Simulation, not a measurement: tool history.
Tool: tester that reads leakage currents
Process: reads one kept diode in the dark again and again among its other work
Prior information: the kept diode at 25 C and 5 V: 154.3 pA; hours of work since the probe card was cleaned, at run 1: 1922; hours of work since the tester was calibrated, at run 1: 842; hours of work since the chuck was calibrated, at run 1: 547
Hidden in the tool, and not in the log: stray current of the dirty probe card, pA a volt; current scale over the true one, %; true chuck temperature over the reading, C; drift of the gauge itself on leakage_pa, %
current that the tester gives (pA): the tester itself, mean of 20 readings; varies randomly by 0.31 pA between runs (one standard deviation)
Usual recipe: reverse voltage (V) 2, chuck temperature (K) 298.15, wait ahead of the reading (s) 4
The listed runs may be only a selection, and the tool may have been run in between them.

run,hour,reverse voltage (V),chuck temperature (K),wait ahead of the reading (s),hours of work since the probe card was cleaned,hours of work since the tester was calibrated,hours of work since the chuck was calibrated,current that the tester gives (pA)
1,0,2,298.15,4,1922,842,547,100.79
2,28.5,2,298.15,4,1938,858,563,101.34
3,58.6,2,298.15,4,1955,875,580,101.15
4,96.3,2,298.15,0.34,1976,896,601,102.47
5,119.3,2,298.15,0.34,1989,909,614,102.74
6,158.3,2,307.15,4,2011,931,636,220.89
7,196,2,307.15,4,2032,952,657,221.06
8,232.3,5.8,298.15,4,2053,972,678,165.36
9,253,5.8,298.15,4,2064,984,689,166.6
10,288.2,2,298.15,4,2084,1004,709,100.97

Expected results for the next run?
11,312,11.65,300.15,4.12,2098,1017,723,?

current that the tester gives (pA): 274.34
Had the tool carried no hidden state, the very same run would have given current that the tester gives (pA) 274.22.
